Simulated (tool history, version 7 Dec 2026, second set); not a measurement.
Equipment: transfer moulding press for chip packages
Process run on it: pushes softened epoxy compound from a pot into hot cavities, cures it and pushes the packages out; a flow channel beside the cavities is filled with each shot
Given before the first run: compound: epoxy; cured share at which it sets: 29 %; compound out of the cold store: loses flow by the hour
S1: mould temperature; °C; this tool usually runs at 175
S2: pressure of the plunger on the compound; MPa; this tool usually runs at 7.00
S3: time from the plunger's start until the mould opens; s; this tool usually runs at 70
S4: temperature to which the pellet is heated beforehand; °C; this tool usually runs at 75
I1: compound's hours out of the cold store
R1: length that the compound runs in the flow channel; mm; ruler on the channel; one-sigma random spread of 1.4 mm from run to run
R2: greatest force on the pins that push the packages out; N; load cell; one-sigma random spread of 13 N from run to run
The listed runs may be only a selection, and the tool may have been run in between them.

run	day	S1	S2	S3	S4	I1	R1	R2
1	0.000	175	7.00	70	75	29.1	634	1299
# day 0.508: cavities cleaned with cleaning compound and waxed
2	2.996	175	7.00	70	75	22.8	650	1271
# day 3.929: cavities cleaned with cleaning compound and waxed
3	5.675	175	7.00	70	67	30.3	618	1181
# day 7.317: cavities cleaned with cleaning compound and waxed
4	7.600	175	7.00	61	75	19.5	651	1131
5	9.375	175	7.00	61	75	14.4	670	1822
# day 10.762: cavities cleaned with cleaning compound and waxed
6	11.871	175	7.00	102	75	39.0	574	697
# day 12.850: plunger's sealing rings changed
# day 14.262: cavities cleaned with cleaning compound and waxed
7	14.579	175	7.00	98	75	40.2	591	516
# day 17.654: cavities cleaned with cleaning compound and waxed
8	17.654	175	7.00	104	75	47.8	561	451
9	19.642	175	7.00	104	75	47.0	558	807
# day 21.029: cavities cleaned with cleaning compound and waxed
10	21.200	175	7.00	104	83	8.2	697	477
11	22.942	175	7.00	104	83	39.0	580	775
# day 24.579: cavities cleaned with cleaning compound and waxed
12	24.850	175	7.00	104	83	37.2	583	482
# day 26.408: plunger's sealing rings changed
13	26.871	175	7.00	104	79	23.0	655	810
# day 27.279: mould's thermocouples calibrated
# day 28.129: cavities cleaned with cleaning compound and waxed
14	29.250	175	7.00	104	79	22.3	655	653
15	31.096	175	7.00	104	79	22.2	650	860
# day 31.612: cavities cleaned with cleaning compound and waxed
16	33.829	175	7.00	80	83	15.9	668	997
# day 35.042: cavities cleaned with cleaning compound and waxed
17	35.892	175	7.00	80	83	37.8	585	713
18	37.438	171	7.00	94	83	33.6	601	946
# day 38.429: cavities cleaned with cleaning compound and waxed
19	39.392	171	7.00	94	83	15.3	665	719
# day 40.004: plunger's sealing rings changed
20	41.354	171	7.00	94	83	22.4	662	930
# day 41.896: cavities cleaned with cleaning compound and waxed
21	44.858	172	5.41	68	75	23.8	569	1787
# day 45.396: cavities cleaned with cleaning compound and waxed
# day 46.125: mould's thermocouples calibrated, once more
22	46.708	175	7.00	70	75	9.4	696	1058
# day 48.979: cavities cleaned with cleaning compound and waxed
23	49.842	175	5.35	70	75	22.1	557	967
24	51.825	182	6.77	70	83	34.5	570	925
# day 52.404: cavities cleaned with cleaning compound and waxed
# day 53.525: plunger's sealing rings changed
25	53.908	182	7.00	54	71	13.6	683	1393
26	55.671	174	8.10	52	69	16.7	728	2970
# day 55.967: cavities cleaned with cleaning compound and waxed
27	58.167	173	5.86	55	83	16.4	616	2502

Here are 3 independent what-if runs from the current tool condition. What would each one return?
# day 59.346: cavities cleaned with cleaning compound and waxed
A	61.821	176	6.29	70	75	28.7	?	?
# day 59.346: cavities cleaned with cleaning compound and waxed
B	61.821	175	7.00	70	75	44.5	?	?
# day 59.346: cavities cleaned with cleaning compound and waxed
C	61.821	175	8.44	70	75	34.7	?	?

run	R1	R2
A	584	1108
B	561	1171
C	654	1173
With the hidden condition removed and each run's random variation left untouched, the same runs would have given:
run	R1	R2
A	600	562
B	577	598
C	672	596

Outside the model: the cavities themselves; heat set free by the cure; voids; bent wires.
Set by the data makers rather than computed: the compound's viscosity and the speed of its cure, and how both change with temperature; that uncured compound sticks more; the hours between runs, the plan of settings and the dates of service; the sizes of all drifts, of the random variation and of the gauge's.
